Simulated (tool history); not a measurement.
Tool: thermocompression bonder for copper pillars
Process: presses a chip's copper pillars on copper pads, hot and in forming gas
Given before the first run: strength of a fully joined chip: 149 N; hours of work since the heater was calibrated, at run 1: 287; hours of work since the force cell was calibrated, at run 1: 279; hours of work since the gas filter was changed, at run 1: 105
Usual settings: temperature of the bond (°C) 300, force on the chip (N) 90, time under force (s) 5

run	hour	temperature of the bond (°C)	force on the chip (N)	time under force (s)	hours of work since the heater was calibrated	hours of work since the force cell was calibrated	hours of work since the gas filter was changed	force that shears a chip off (N)
1	0	300	90	5	287	279	105	73.3
2	12.8	300	90	7	294	285	112	82.4
3	23.4	300	90	13	299	291	117	98.9
4	35.3	300	90	5	305	297	123	73
5	46.8	300	90	5	311	303	129	72.9
6	58.4	284	90	5	317	309	135	61.5
7	69.3	284	90	5	323	314	141	61.5
8	82.5	279	85	14	330	321	148	79.7
9	93.9	290	128	5	335	327	153	88.6
# hour 99.9: forming gas filter changed
10	104.3	290	128	5	340	332	2	94.5
11	118.8	290	128	5	348	339	10	92.3
12	133.4	315	92	7	355	347	17	96.7
13	143.3	284	81	3	361	352	22	46.6

What if the next run were any one of these 5? Each begins from the tool's condition after run 13:
A	151.7	284	81	5	365	356	27	?
B	151.7	300	113	8	365	356	27	?
C	151.7	302	81	3	365	356	27	?
D	151.7	317	130	3	365	356	27	?
E	151.7	289	97	12	365	356	27	?

run	force that shears a chip off (N)
A	57.2
B	102.8
C	57.3
D	98.4
E	95.6
Without the tool's unlogged condition, the same runs would have read:
run	force that shears a chip off (N)
A	59.7
B	105.8
C	59.6
D	101.1
E	98.7

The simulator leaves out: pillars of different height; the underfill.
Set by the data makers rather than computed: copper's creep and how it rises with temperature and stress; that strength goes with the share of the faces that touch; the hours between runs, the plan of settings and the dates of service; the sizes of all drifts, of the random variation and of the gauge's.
